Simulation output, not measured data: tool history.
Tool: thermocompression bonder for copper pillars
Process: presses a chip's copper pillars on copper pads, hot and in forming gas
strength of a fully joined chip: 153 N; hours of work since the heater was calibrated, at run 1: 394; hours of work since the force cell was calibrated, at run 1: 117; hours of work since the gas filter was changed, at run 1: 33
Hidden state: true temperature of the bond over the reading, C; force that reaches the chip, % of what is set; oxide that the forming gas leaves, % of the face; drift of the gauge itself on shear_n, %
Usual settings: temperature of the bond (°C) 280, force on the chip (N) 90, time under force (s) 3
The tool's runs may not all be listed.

run,hour,temperature of the bond (°C),force on the chip (N),time under force (s),hours of work since the heater was calibrated,hours of work since the force cell was calibrated,hours of work since the gas filter was changed,force that shears a chip off (N)
1,0,280,90,3,394,117,33,74.6
2,15.1,280,125,3,404,127,43,86.9
3,30,309,90,3,414,137,53,97.7
4,40.9,309,90,3,422,145,61,96.7
5,47.8,309,90,3,426,149,65,95.3
6,57.5,280,123,3,433,156,72,82.7
7,64,280,123,3,437,160,76,82.1
8,79.5,280,90,6,448,171,87,88.6
9,93.8,280,90,6,457,180,97,87.9
10,108.9,280,90,3,468,191,107,69.1
11,123.5,302,90,3,477,200,117,84.4
12,139.3,280,90,3,488,211,127,67.2
# hour 145.7: forming gas filter changed
13,146.7,291,90,3,493,216,1,82.8
14,161.6,291,90,3,503,226,11,82.3
15,169.6,291,90,3,508,231,16,80.9
16,181.9,291,90,3,517,240,24,82.9
# hour 184.9: heater calibrated with a thermocouple chip
17,191.3,291,90,3,4,245,30,79.5
18,207.2,291,90,3,15,255,40,79.2
19,223.1,291,90,3,26,266,51,79.6
20,234.2,280,79,3,33,274,59,63.2
21,246.8,256,106,6,42,282,67,71.7
22,253.9,256,106,3,47,287,72,54.5
# hour 262.7: heater calibrated with a thermocouple chip, once more
23,271.2,256,106,3,6,297,82,61.8
24,282,256,133,2,13,305,89,60.3
25,289.1,280,90,9,18,309,94,103.1
26,305.1,281,59,3,29,320,105,58.1
27,319.4,280,87,2,38,330,115,61.7
28,329.6,280,66,8,45,337,122,84
29,339.6,277,90,3,52,344,128,70.9
# hour 344.5: forming gas filter changed
30,347.3,310,70,6,57,348,2,113.7
31,356.5,280,133,3,63,355,8,96.2
32,371.3,280,133,3,73,365,18,93.5
33,382.2,282,90,3,80,372,25,79.1
34,396,293,57,4,90,381,35,76
35,410,280,110,2,99,391,44,74.1
36,425.6,306,77,4,110,401,55,98.4
37,433.6,292,104,3,115,407,60,90.9
38,448,261,59,3,125,416,70,44.9
39,457.2,280,90,8,131,423,76,98.6

Measured less the same run without the tool's hidden state. The same run-to-run variation is in both; the gauge's scatter may not be:
run,force that shears a chip off (N)
1,-7.8
2,-9.2
3,-9.8
4,-10.4
5,-10.7
6,-11.3
7,-11.6
8,-13
9,-13.8
10,-13
11,-14.7
12,-14.1
13,-7.7
14,-8.4
15,-8.8
16,-9.6
17,-11
18,-11.9
19,-12.6
20,-12.1
21,-14.4
22,-12.5
23,-5.1
24,-5.5
25,-8.8
26,-6.1
27,-7.2
28,-9.8
29,-9.2
30,-2.3
31,-3.1
32,-3.9
33,-4.3
34,-4.6
35,-5.5
36,-7.1
37,-7.4
38,-5.2
39,-9.1
